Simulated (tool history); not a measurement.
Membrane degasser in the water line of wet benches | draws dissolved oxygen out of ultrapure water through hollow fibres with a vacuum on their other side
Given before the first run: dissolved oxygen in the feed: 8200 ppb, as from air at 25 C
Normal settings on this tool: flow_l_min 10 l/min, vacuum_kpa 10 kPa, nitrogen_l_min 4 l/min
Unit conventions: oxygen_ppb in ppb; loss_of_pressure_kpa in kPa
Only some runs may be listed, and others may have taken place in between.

{"run": 1, "hour": 0.0, "flow_l_min": 10, "vacuum_kpa": 10, "nitrogen_l_min": 4, "oxygen_ppb": 55.8, "loss_of_pressure_kpa": 56.56}
{"run": 2, "hour": 148.6, "flow_l_min": 10, "vacuum_kpa": 10, "nitrogen_l_min": 4, "oxygen_ppb": 56.3, "loss_of_pressure_kpa": 56.93}
{"run": 3, "hour": 301.4, "flow_l_min": 10, "vacuum_kpa": 8.4, "nitrogen_l_min": 4, "oxygen_ppb": 46, "loss_of_pressure_kpa": 57.12}
{"run": 4, "hour": 413.7, "flow_l_min": 10, "vacuum_kpa": 10, "nitrogen_l_min": 7.39, "oxygen_ppb": 37.2, "loss_of_pressure_kpa": 56.96}
{"run": 5, "hour": 571.3, "flow_l_min": 6, "vacuum_kpa": 10, "nitrogen_l_min": 4, "oxygen_ppb": 27.9, "loss_of_pressure_kpa": 34.7}
{"run": 6, "hour": 723.7, "flow_l_min": 10, "vacuum_kpa": 10, "nitrogen_l_min": 4, "oxygen_ppb": 57, "loss_of_pressure_kpa": 56.83}
{"run": 7, "hour": 826.2, "flow_l_min": 10, "vacuum_kpa": 10, "nitrogen_l_min": 4, "oxygen_ppb": 55.8, "loss_of_pressure_kpa": 56.99}
{"run": 8, "hour": 981.5, "flow_l_min": 10, "vacuum_kpa": 10, "nitrogen_l_min": 4, "oxygen_ppb": 55.9, "loss_of_pressure_kpa": 56.98}
{"run": 9, "hour": 1114.6, "flow_l_min": 10, "vacuum_kpa": 10, "nitrogen_l_min": 4, "oxygen_ppb": 57.5, "loss_of_pressure_kpa": 57.12}
{"hour": 1122.1, "done": "vacuum gauge calibrated"}
{"run": 10, "hour": 1222.1, "flow_l_min": 10, "vacuum_kpa": 10.8, "nitrogen_l_min": 7.78, "oxygen_ppb": 39.1, "loss_of_pressure_kpa": 57.24}
{"run": 11, "hour": 1344.1, "flow_l_min": 10, "vacuum_kpa": 10.8, "nitrogen_l_min": 7.78, "oxygen_ppb": 39.1, "loss_of_pressure_kpa": 56.9}
{"run": 12, "hour": 1462.3, "flow_l_min": 7, "vacuum_kpa": 6.7, "nitrogen_l_min": 2.43, "oxygen_ppb": 30.2, "loss_of_pressure_kpa": 39.84}
{"run": 13, "hour": 1603.9, "flow_l_min": 10, "vacuum_kpa": 10, "nitrogen_l_min": 4.55, "oxygen_ppb": 51.5, "loss_of_pressure_kpa": 57.22}
{"run": 14, "hour": 1739.6, "flow_l_min": 10, "vacuum_kpa": 10, "nitrogen_l_min": 4.55, "oxygen_ppb": 52.5, "loss_of_pressure_kpa": 57.01}
{"run": 15, "hour": 1851.4, "flow_l_min": 10, "vacuum_kpa": 10, "nitrogen_l_min": 4.55, "oxygen_ppb": 51.8, "loss_of_pressure_kpa": 57.51}

3 options for the next run, each taken on its own from the tool as it stands now. Forecast them:
{"run": "A", "hour": 1948.4, "flow_l_min": 10, "vacuum_kpa": 10, "nitrogen_l_min": 4.55, "oxygen_ppb": "?", "loss_of_pressure_kpa": "?"}
{"run": "B", "hour": 1948.4, "flow_l_min": 10, "vacuum_kpa": 7.7, "nitrogen_l_min": 4.55, "oxygen_ppb": "?", "loss_of_pressure_kpa": "?"}
{"run": "C", "hour": 1948.4, "flow_l_min": 10, "vacuum_kpa": 21.1, "nitrogen_l_min": 4.55, "oxygen_ppb": "?", "loss_of_pressure_kpa": "?"}

run=A oxygen_ppb=51.7 loss_of_pressure_kpa=56.7
run=B oxygen_ppb=39.4 loss_of_pressure_kpa=57.38
run=C oxygen_ppb=113.1 loss_of_pressure_kpa=56.71
What these runs would have given with no unlogged condition in the tool:
run=A oxygen_ppb=49.4 loss_of_pressure_kpa=55.71
run=B oxygen_ppb=37.2 loss_of_pressure_kpa=56.39
run=C oxygen_ppb=110.5 loss_of_pressure_kpa=55.73
